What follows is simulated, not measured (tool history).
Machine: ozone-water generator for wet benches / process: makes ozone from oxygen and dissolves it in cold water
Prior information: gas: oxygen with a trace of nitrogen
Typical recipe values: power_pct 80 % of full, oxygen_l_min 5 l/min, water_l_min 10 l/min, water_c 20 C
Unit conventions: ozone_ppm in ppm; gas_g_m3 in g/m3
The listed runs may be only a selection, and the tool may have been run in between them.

run 1 hour=0 | power_pct=80 oxygen_l_min=5 water_l_min=10 water_c=20 | ozone_ppm=39.5 gas_g_m3=254
run 2 hour=74.6 | power_pct=80 oxygen_l_min=5 water_l_min=10 water_c=20 | ozone_ppm=39.4 gas_g_m3=253.4
run 3 hour=181 | power_pct=80 oxygen_l_min=5 water_l_min=10 water_c=20 | ozone_ppm=39.1 gas_g_m3=251.7
run 4 hour=249.5 | power_pct=80 oxygen_l_min=5 water_l_min=10 water_c=20 | ozone_ppm=38.7 gas_g_m3=251.8
run 5 hour=378.5 | power_pct=80 oxygen_l_min=5 water_l_min=10 water_c=20 | ozone_ppm=38.6 gas_g_m3=251.2
run 6 hour=495 | power_pct=80 oxygen_l_min=3.9 water_l_min=10 water_c=20 | ozone_ppm=41.1 gas_g_m3=292.9
run 7 hour=601.1 | power_pct=80 oxygen_l_min=3.9 water_l_min=10 water_c=20 | ozone_ppm=41.2 gas_g_m3=293.4
run 8 hour=696.3 | power_pct=80 oxygen_l_min=3.9 water_l_min=10 water_c=20 | ozone_ppm=41 gas_g_m3=291.5
run 9 hour=757 | power_pct=80 oxygen_l_min=3.9 water_l_min=10 water_c=20 | ozone_ppm=40.9 gas_g_m3=293.5
run 10 hour=849.3 | power_pct=80 oxygen_l_min=3.9 water_l_min=10 water_c=20 | ozone_ppm=40.3 gas_g_m3=294
run 11 hour=915.9 | power_pct=80 oxygen_l_min=3.9 water_l_min=12 water_c=20 | ozone_ppm=35.9 gas_g_m3=291.1
run 12 hour=978.4 | power_pct=80 oxygen_l_min=3.9 water_l_min=12 water_c=20 | ozone_ppm=36.2 gas_g_m3=291.2
run 13 hour=1060.4 | power_pct=80 oxygen_l_min=3.9 water_l_min=12 water_c=20 | ozone_ppm=36.1 gas_g_m3=289.4
run 14 hour=1191.5 | power_pct=80 oxygen_l_min=3.9 water_l_min=12 water_c=20 | ozone_ppm=36.1 gas_g_m3=287.3
-- hour=1294 contactor cleaned
run 15 hour=1318.4 | power_pct=51 oxygen_l_min=5 water_l_min=10 water_c=14 | ozone_ppm=35.3 gas_g_m3=195.5
run 16 hour=1409.8 | power_pct=51 oxygen_l_min=5 water_l_min=10 water_c=14 | ozone_ppm=34.7 gas_g_m3=195.8
run 17 hour=1536 | power_pct=78 oxygen_l_min=5.56 water_l_min=6 water_c=12 | ozone_ppm=56.1 gas_g_m3=227.4
run 18 hour=1625.7 | power_pct=78 oxygen_l_min=5.56 water_l_min=6 water_c=13 | ozone_ppm=54.7 gas_g_m3=226.9
run 19 hour=1726.9 | power_pct=59 oxygen_l_min=8.19 water_l_min=12 water_c=22 | ozone_ppm=25.1 gas_g_m3=152.7
run 20 hour=1859.4 | power_pct=80 oxygen_l_min=3.8 water_l_min=10 water_c=13 | ozone_ppm=46.4 gas_g_m3=292.7
run 21 hour=1940.4 | power_pct=80 oxygen_l_min=5 water_l_min=11 water_c=23 | ozone_ppm=34.2 gas_g_m3=243.5
run 22 hour=2052.5 | power_pct=54 oxygen_l_min=5 water_l_min=10 water_c=20 | ozone_ppm=32 gas_g_m3=202.3
run 23 hour=2136 | power_pct=54 oxygen_l_min=5 water_l_min=10 water_c=20 | ozone_ppm=31.5 gas_g_m3=199.6
run 24 hour=2233.3 | power_pct=54 oxygen_l_min=5 water_l_min=10 water_c=20 | ozone_ppm=31.7 gas_g_m3=199.1
run 25 hour=2302.9 | power_pct=95 oxygen_l_min=7.63 water_l_min=10 water_c=25 | ozone_ppm=32.8 gas_g_m3=202.5
run 26 hour=2387 | power_pct=95 oxygen_l_min=7.63 water_l_min=10 water_c=25 | ozone_ppm=32.2 gas_g_m3=201.5
run 27 hour=2511.5 | power_pct=80 oxygen_l_min=3.44 water_l_min=10 water_c=20 | ozone_ppm=41.1 gas_g_m3=304.9
run 28 hour=2570.1 | power_pct=80 oxygen_l_min=3.44 water_l_min=10 water_c=20 | ozone_ppm=40.9 gas_g_m3=304.8

5 ways to go on from here, each from the tool as it stands after run 28. What would each give?
run A hour=2634.1 | power_pct=80 oxygen_l_min=3.83 water_l_min=10 water_c=20 | ozone_ppm=? gas_g_m3=?
run B hour=2634.1 | power_pct=80 oxygen_l_min=5 water_l_min=14 water_c=20 | ozone_ppm=? gas_g_m3=?
run C hour=2634.1 | power_pct=53 oxygen_l_min=3.26 water_l_min=11 water_c=20 | ozone_ppm=? gas_g_m3=?
run D hour=2634.1 | power_pct=80 oxygen_l_min=8.64 water_l_min=7 water_c=15 | ozone_ppm=? gas_g_m3=?
run E hour=2634.1 | power_pct=80 oxygen_l_min=5 water_l_min=11 water_c=20 | ozone_ppm=? gas_g_m3=?

run=A ozone_ppm=40.3 gas_g_m3=285.8
run=B ozone_ppm=31.4 gas_g_m3=241.5
run=C ozone_ppm=31.4 gas_g_m3=256.5
run=D ozone_ppm=40.8 gas_g_m3=170.4
run=E ozone_ppm=35.6 gas_g_m3=240.8
Stripped of hidden state, with their random variation kept, the same runs would have yielded:
run=A ozone_ppm=46.8 gas_g_m3=328.4
run=B ozone_ppm=36.5 gas_g_m3=277.5
run=C ozone_ppm=35.5 gas_g_m3=286.6
run=D ozone_ppm=47.4 gas_g_m3=195.6
run=E ozone_ppm=41.4 gas_g_m3=276.7
